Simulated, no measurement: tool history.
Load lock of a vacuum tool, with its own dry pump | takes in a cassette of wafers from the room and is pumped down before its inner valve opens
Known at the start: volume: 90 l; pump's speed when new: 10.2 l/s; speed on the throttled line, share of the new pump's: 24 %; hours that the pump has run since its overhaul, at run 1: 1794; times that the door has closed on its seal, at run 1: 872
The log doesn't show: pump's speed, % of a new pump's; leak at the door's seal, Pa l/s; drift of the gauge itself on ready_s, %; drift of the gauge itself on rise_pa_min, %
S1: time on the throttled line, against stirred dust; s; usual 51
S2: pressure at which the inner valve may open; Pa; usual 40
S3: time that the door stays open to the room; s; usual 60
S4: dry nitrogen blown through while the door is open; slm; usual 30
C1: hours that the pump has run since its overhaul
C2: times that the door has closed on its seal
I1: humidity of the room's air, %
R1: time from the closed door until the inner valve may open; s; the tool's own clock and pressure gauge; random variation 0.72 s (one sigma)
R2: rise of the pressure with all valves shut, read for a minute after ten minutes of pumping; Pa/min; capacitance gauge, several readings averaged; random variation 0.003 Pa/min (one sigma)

| run | hour | S1 | S2 | S3 | S4 | C1 | C2 | I1 | R1 | R2 |
|---|---|---|---|---|---|---|---|---|---|---|
| 1 | 0.0 | 51 | 40 | 60 | 30 | 1794 | 872 | 46.4 | 109.7 | 0.023 |
| 2 | 52.7 | 51 | 40 | 60 | 30 | 1847 | 1035 | 41.0 | 111.2 | 0.022 |
| 3 | 107.5 | 51 | 40 | 60 | 30 | 1901 | 1206 | 42.3 | 110.0 | 0.018 |
| 4 | 186.1 | 51 | 40 | 60 | 30 | 1980 | 1450 | 48.5 | 110.7 | 0.024 |
| 5 | 226.6 | 51 | 40 | 60 | 30 | 2020 | 1575 | 48.0 | 110.1 | 0.022 |
| 6 | 294.8 | 51 | 40 | 60 | 30 | 2089 | 1787 | 43.2 | 110.8 | 0.021 |
| 7 | 375.1 | 51 | 40 | 38 | 30 | 2169 | 2037 | 43.1 | 111.1 | 0.016 |
| 8 | 420.8 | 51 | 40 | 60 | 30 | 2215 | 2178 | 45.2 | 111.1 | 0.026 |
| 9 | 490.1 | 51 | 40 | 60 | 30 | 2284 | 2394 | 42.6 | 111.1 | 0.031 |
| 10 | 580.1 | 48 | 40 | 60 | 30 | 2374 | 2673 | 47.8 | 109.3 | 0.028 |
| 11 | 630.1 | 51 | 40 | 86 | 30 | 2424 | 2828 | 45.6 | 111.8 | 0.031 |
| 12 | 675.7 | 51 | 40 | 60 | 30 | 2470 | 2970 | 45.6 | 110.0 | 0.026 |
| 13 | 747.8 | 51 | 40 | 60 | 30 | 2542 | 3194 | 47.2 | 111.0 | 0.028 |
| 14 | 818.7 | 51 | 40 | 60 | 30 | 2612 | 3414 | 42.4 | 111.9 | 0.026 |
| 15 | 874.1 | 51 | 43 | 60 | 30 | 2668 | 3586 | 45.5 | 109.1 | 0.027 |
| 16 | 966.3 | 51 | 40 | 60 | 18 | 2760 | 3872 | 47.3 | 111.8 | 0.032 |
| 17 | 1022.7 | 51 | 40 | 60 | 18 | 2816 | 4047 | 41.0 | 111.3 | 0.029 |
| 18 | 1091.5 | 51 | 40 | 60 | 30 | 2885 | 4261 | 49.2 | 111.1 | 0.023 |
| 19 | 1185.6 | 93 | 38 | 157 | 22 | 2979 | 4553 | 48.0 | 143.5 | 0.051 |
| 20 | 1244.5 | 51 | 62 | 60 | 30 | 3038 | 4736 | 46.8 | 107.0 | 0.030 |
| 21 | 1320.8 | 51 | 28 | 60 | 6 | 3115 | 4973 | 41.6 | 114.7 | 0.040 |
| 22 | 1397.4 | 30 | 47 | 43 | 30 | 3191 | 5211 | 47.2 | 94.5 | 0.029 |
| 23 | 1477.0 | 56 | 52 | 27 | 41 | 3271 | 5458 | 45.0 | 112.4 | 0.016 |
| 24 | 1566.9 | 71 | 32 | 180 | 30 | 3361 | 5737 | 45.0 | 128.2 | 0.045 |
| 25 | 1610.4 | 92 | 28 | 180 | 23 | 3404 | 5872 | 43.9 | 144.9 | 0.055 |
| 26 | 1665.5 | 51 | 33 | 188 | 30 | 3459 | 6043 | 46.9 | 113.9 | 0.047 |
| 27 | 1722.8 | 76 | 40 | 60 | 41 | 3517 | 6221 | 45.7 | 130.4 | 0.030 |
| 28 | 1807.0 | 51 | 59 | 43 | 30 | 3601 | 6483 | 41.7 | 107.8 | 0.023 |
| 29 | 1863.9 | 51 | 42 | 59 | 30 | 3658 | 6659 | 42.3 | 111.9 | 0.030 |
| 30 | 1924.7 | 51 | 42 | 59 | 30 | 3719 | 6848 | 45.0 | 112.5 | 0.024 |
| 31 | 2009.5 | 51 | 29 | 80 | 10 | 3803 | 7111 | 49.3 | 115.0 | 0.050 |
| 32 | 2079.9 | 51 | 29 | 80 | 10 | 3874 | 7330 | 45.5 | 116.8 | 0.044 |
| 33 | 2146.7 | 51 | 47 | 181 | 30 | 3941 | 7538 | 46.6 | 111.3 | 0.054 |
| 34 | 2207.5 | 39 | 47 | 32 | 30 | 4001 | 7726 | 46.1 | 101.4 | 0.019 |
| 35 | 2277.6 | 39 | 39 | 32 | 5 | 4071 | 7944 | 46.5 | 103.0 | 0.039 |
| 36 | 2366.3 | 89 | 39 | 32 | 13 | 4160 | 8219 | 43.5 | 143.4 | 0.025 |

Forecast each of these 5 alternatives for the next run:
| A | 2416.1 | 47 | 40 | 60 | 30 | 4210 | 8374 | 43.4 | ? | ? |
| B | 2416.1 | 40 | 39 | 32 | 19 | 4210 | 8374 | 44.6 | ? | ? |
| C | 2416.1 | 80 | 40 | 60 | 30 | 4210 | 8374 | 48.9 | ? | ? |
| D | 2416.1 | 30 | 41 | 32 | 13 | 4210 | 8374 | 47.0 | ? | ? |
| E | 2416.1 | 89 | 51 | 54 | 42 | 4210 | 8374 | 45.0 | ? | ? |

| run | R1 | R2 |
|---|---|---|
| A | 108.8 | 0.024 |
| B | 104.6 | 0.028 |
| C | 136.6 | 0.035 |
| D | 98.4 | 0.033 |
| E | 138.5 | 0.031 |
Without the tool's hidden state the same runs would have given:
| run | R1 | R2 |
|---|---|---|
| A | 104.1 | 0.015 |
| B | 99.6 | 0.019 |
| C | 132.3 | 0.026 |
| D | 93.2 | 0.024 |
| E | 134.7 | 0.022 |
